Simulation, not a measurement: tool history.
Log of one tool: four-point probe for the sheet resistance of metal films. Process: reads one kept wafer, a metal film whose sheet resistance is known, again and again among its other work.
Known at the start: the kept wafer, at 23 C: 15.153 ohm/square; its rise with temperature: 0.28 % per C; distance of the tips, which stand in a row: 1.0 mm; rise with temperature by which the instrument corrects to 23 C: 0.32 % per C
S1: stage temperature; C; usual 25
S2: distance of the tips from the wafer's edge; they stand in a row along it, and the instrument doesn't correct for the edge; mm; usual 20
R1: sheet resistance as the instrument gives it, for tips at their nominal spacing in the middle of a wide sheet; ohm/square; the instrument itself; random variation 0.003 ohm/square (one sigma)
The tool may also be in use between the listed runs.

run,day,S1,S2,R1
1,0.000,25,20,15.159644
2,5.250,25,20,15.166834
3,7.488,20,20,15.192201
4,11.233,20,20,15.188873
5,14.475,20,20,15.193633
6,17.188,20,13,15.224068
7,20.221,20,13,15.217441
8,25.088,20,13,15.219980
9,28.088,25,6,15.371704
10,32.817,25,6,15.364999
11,35.875,25,6,15.363679
12,40.629,25,6,15.366035
13,42.996,25,6,15.368116
14,45.400,25,6,15.368496
15,48.462,25,6,15.365844
16,50.954,25,20,15.165711
17,53.550,28,20,15.150195
18,58.508,25,14,15.187108
19,62.671,25,20,15.158631
20,66.712,25,20,15.162444
21,70.717,29,7,15.284668
22,73.450,33,51,15.104421
23,77.150,33,51,15.106392
24,81.792,33,51,15.101072
25,85.008,20,19,15.196352
26,87.362,20,19,15.198896
27,90.417,20,19,15.192485
# day 93.288: new probe head fitted
28,94.821,20,19,15.192559
29,98.671,20,19,15.190732
30,103.000,34,20,15.120769
31,107.112,27,29,15.139625
32,111.075,19,3,16.026649
33,113.429,21,40,15.171729
34,115.625,21,40,15.170077
35,120.321,28,13,15.166790
36,124.104,26,4,15.631042
# day 125.342: stage's thermometer calibrated
37,129.112,20,57,15.172161
38,134.221,22,57,15.155540
39,138.171,22,57,15.159310

Forecast each of these 4 alternatives for the next run:
A,142.025,23,22,?
B,142.025,29,60,?
C,142.025,25,32,?
D,142.025,27,13,?

run,R1
A,15.171991
B,15.114572
C,15.153960
D,15.178548
Without the tool's hidden state the same runs would have given:
run,R1
A,15.172261
B,15.114842
C,15.154229
D,15.178818
